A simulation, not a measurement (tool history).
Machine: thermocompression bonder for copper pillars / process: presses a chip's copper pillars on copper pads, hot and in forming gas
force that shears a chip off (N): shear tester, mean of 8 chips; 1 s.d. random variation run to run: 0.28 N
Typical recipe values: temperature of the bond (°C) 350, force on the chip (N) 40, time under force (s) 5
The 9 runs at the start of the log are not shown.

run	hour	temperature of the bond (°C)	force on the chip (N)	time under force (s)	force that shears a chip off (N)
10	175.6	350	40	6	63.2
11	191.1	350	40	6	63.6
12	211.2	350	52	6	69.2
13	229.2	350	31	6	55.8
14	245.0	350	31	6	55.9
15	263.1	350	40	5	59.4
16	273.9	350	40	5	59.3
# hour 287.5: forming gas filter changed
17	290.4	350	40	5	63.3
18	301.6	350	40	5	63.7
19	319.0	350	40	5	63.3
20	336.4	350	40	5	63.3
21	354.1	342	38	5	57.9
22	365.8	352	39	13	75.7
23	387.3	354	27	4	50.1
24	397.1	354	27	4	49.5
25	411.7	362	47	5	70.9
26	435.2	330	40	5	51.0
27	454.5	330	40	5	50.8
28	470.1	378	40	3	64.5
29	493.7	378	40	3	64.8
# hour 498.5: forming gas filter changed
30	515.5	360	40	14	82.2

5 options for the next run, each taken on its own from the tool as it stands now. Forecast them:
A	526.3	360	31	14	?
B	526.3	360	28	7	?
C	526.3	345	46	6	?
D	526.3	364	28	8	?
E	526.3	373	40	14	?

run	force that shears a chip off (N)
A	76.9
B	65.0
C	68.2
D	68.3
E	84.5
Had the tool no hidden state, the same runs would have come out as:
run	force that shears a chip off (N)
A	73.2
B	60.2
C	63.4
D	63.8
E	82.8

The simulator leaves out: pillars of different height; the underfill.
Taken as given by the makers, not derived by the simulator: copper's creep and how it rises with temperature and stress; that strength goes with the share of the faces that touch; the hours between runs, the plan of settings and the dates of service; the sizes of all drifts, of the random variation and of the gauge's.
